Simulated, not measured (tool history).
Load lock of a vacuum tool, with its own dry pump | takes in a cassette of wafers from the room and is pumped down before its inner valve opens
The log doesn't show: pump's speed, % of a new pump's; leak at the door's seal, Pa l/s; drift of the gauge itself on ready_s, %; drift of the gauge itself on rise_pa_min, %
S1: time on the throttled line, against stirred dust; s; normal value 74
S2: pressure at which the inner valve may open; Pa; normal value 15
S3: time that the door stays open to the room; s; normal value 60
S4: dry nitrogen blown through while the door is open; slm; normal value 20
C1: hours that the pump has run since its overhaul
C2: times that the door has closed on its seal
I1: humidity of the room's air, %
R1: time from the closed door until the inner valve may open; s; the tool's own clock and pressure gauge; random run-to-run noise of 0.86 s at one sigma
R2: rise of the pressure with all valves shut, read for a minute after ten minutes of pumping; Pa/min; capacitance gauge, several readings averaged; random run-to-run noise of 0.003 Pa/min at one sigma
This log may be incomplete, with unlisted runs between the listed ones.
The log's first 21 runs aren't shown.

run 22 hour=1460.8 | S1=48 S2=19 S3=86 S4=20 | C1=2659 C2=18926 | I1=44.3 | R1=142.6 R2=0.02
run 23 hour=1555.7 | S1=48 S2=19 S3=86 S4=20 | C1=2754 C2=19380 | I1=42.8 | R1=143.2 R2=0.018
run 24 hour=1630.4 | S1=48 S2=19 S3=175 S4=20 | C1=2829 C2=19737 | I1=39.8 | R1=141.6 R2=0.022
run 25 hour=1697.8 | S1=48 S2=19 S3=175 S4=20 | C1=2896 C2=20059 | I1=47.3 | R1=141.4 R2=0.028
run 26 hour=1754.3 | S1=48 S2=19 S3=175 S4=20 | C1=2953 C2=20330 | I1=46.2 | R1=141.7 R2=0.026
run 27 hour=1820.3 | S1=52 S2=14 S3=33 S4=43 | C1=3019 C2=20645 | I1=48.1 | R1=149 R2=0.011
run 28 hour=1889.9 | S1=52 S2=14 S3=33 S4=43 | C1=3088 C2=20978 | I1=43 | R1=150.2 R2=0.015
run 29 hour=1986.9 | S1=74 S2=18 S3=212 S4=39 | C1=3185 C2=21442 | I1=45.5 | R1=160 R2=0.015
run 30 hour=2036.2 | S1=74 S2=15 S3=103 S4=15 | C1=3234 C2=21678 | I1=43.4 | R1=164.1 R2=0.024
run 31 hour=2075.6 | S1=53 S2=23 S3=92 S4=30 | C1=3274 C2=21867 | I1=44.3 | R1=143.1 R2=0.021
run 32 hour=2164 | S1=57 S2=17 S3=115 S4=14 | C1=3362 C2=22289 | I1=44.6 | R1=149.7 R2=0.023
run 33 hour=2256.9 | S1=74 S2=15 S3=91 S4=13 | C1=3455 C2=22734 | I1=44.9 | R1=162.4 R2=0.022
run 34 hour=2309.8 | S1=121 S2=13 S3=108 S4=22 | C1=3508 C2=22987 | I1=45.2 | R1=198.3 R2=0.018
run 35 hour=2357.6 | S1=39 S2=15 S3=105 S4=6 | C1=3556 C2=23216 | I1=43.4 | R1=139.2 R2=0.023
run 36 hour=2397.8 | S1=53 S2=25 S3=117 S4=20 | C1=3596 C2=23408 | I1=44.7 | R1=142.7 R2=0.023
run 37 hour=2463 | S1=69 S2=13 S3=60 S4=20 | C1=3661 C2=23720 | I1=42.8 | R1=162.4 R2=0.018
run 38 hour=2538.1 | S1=100 S2=13 S3=60 S4=20 | C1=3736 C2=24079 | I1=43.9 | R1=184 R2=0.023

Alternative continuations, all from the tool just after run 38; predict every row:
run A hour=2622.7 | S1=100 S2=28 S3=144 S4=7 | C1=3821 C2=24484 | I1=43.2 | R1=? R2=?
run B hour=2622.7 | S1=74 S2=15 S3=46 S4=9 | C1=3821 C2=24484 | I1=45.4 | R1=? R2=?
run C hour=2622.7 | S1=51 S2=13 S3=127 S4=16 | C1=3821 C2=24484 | I1=46.2 | R1=? R2=?

run=A R1=172.9 R2=0.027
run=B R1=163.3 R2=0.022
run=C R1=147.7 R2=0.022
With the hidden condition removed and each run's random variation left untouched, the same runs would have given:
run=A R1=172.9 R2=0.026
run=B R1=163.3 R2=0.022
run=C R1=147.7 R2=0.022
